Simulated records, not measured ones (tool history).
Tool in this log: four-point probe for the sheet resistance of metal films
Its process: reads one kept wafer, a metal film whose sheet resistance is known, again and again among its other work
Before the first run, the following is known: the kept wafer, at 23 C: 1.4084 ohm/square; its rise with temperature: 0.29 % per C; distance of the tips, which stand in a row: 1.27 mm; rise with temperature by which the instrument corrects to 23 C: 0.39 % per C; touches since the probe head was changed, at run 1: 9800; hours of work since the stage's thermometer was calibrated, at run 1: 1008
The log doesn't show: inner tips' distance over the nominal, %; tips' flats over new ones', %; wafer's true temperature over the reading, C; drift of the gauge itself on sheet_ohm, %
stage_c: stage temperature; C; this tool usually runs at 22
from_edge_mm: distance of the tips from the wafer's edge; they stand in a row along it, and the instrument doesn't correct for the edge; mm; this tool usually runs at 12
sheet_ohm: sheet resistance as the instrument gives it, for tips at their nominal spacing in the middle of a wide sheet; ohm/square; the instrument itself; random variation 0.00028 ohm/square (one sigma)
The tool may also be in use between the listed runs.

run	day	stage_c	from_edge_mm	touches since the probe head was changed	hours of work since the stage's thermometer was calibrated	sheet_ohm
1	0	22	12	9800	1008	1.420677
2	2.642	28	12	12912	1056	1.413064
3	5.55	28	12	16338	1109	1.412516
4	7.95	22	12	19162	1153	1.419769
5	9.362	22	12	20825	1179	1.419035
6	12.242	22	12	24215	1231	1.419018
7	13.55	22	12	25760	1255	1.418843
8	16.154	22	12	28823	1303	1.418427
9	18.475	22	12	31559	1345	1.418285
10	21.508	22	12	35129	1400	1.41731
11	23.433	22	12	37397	1436	1.416892
12	26.188	22	14	40642	1486	1.414562
13	28.45	22	12	43305	1527	1.416664
14	29.808	22	12	44907	1552	1.416397
15	32.279	22	12	47818	1597	1.41603
16	33.954	22	12	49790	1628	1.415777
17	35.892	22	12	52068	1663	1.415873
18	38.583	22	12	55242	1712	1.4154
19	41.483	22	10	58653	1765	1.418097
20	43.233	21	6	60717	1797	1.440599
21	44.512	19	13	62221	1820	1.41691
22	47.342	26	59	65557	1872	1.40033
23	49.921	26	59	68595	1919	1.399994
24	52.312	29	11	71408	1962	1.405399
25	55.029	29	11	74608	2012	1.404852
26	57.433	19	18	77438	2056	1.411893
27	59.167	22	14	79479	2087	1.409864
28	61.2	21	14	81874	2125	1.411043
29	62.8	21	14	83759	2154	1.410563
30	64.025	28	67	85202	2176	1.396071
31	66.462	28	67	88076	2221	1.395407
32	68.821	28	6	90849	2264	1.427188
33	71.021	30	21	93444	2304	1.394309
34	73.654	20	12	96544	2352	1.413334
35	75.654	24	27	98898	2388	1.400305
36	77.475	34	14	101046	2422	1.391548
37	79.25	34	14	103131	2454	1.3918
38	81.946	26	74	106309	2503	1.395472

For some of the steps in sheet_ohm from one run to the next: how much would appear even if the tool had no hidden state, given the settings, what came in and random variation, and how much remains for the hidden state plus any gauge scatter that the measured result and the result without hidden state don't share?
Run 9 -> 10: nothing adjusted, nothing logged. sheet_ohm -0.000975 ohm/square: hidden state -0.00046, all else -0.000515.
Run 18 -> 19: from_edge_mm 12 -> 10. sheet_ohm +0.002697 ohm/square: hidden state -0.000459, all else +0.003156.
Run 20 -> 21: stage_c 21 -> 19, from_edge_mm 6 -> 13. sheet_ohm -0.023689 ohm/square: hidden state -0.000093, all else -0.023596.
Run 31 -> 32: from_edge_mm 67 -> 6. sheet_ohm +0.031781 ohm/square: hidden state -0.000503, all else +0.032284.
Run 32 -> 33: stage_c 28 -> 30, from_edge_mm 6 -> 21. sheet_ohm -0.032879 ohm/square: hidden state -0.000232, all else -0.032647.

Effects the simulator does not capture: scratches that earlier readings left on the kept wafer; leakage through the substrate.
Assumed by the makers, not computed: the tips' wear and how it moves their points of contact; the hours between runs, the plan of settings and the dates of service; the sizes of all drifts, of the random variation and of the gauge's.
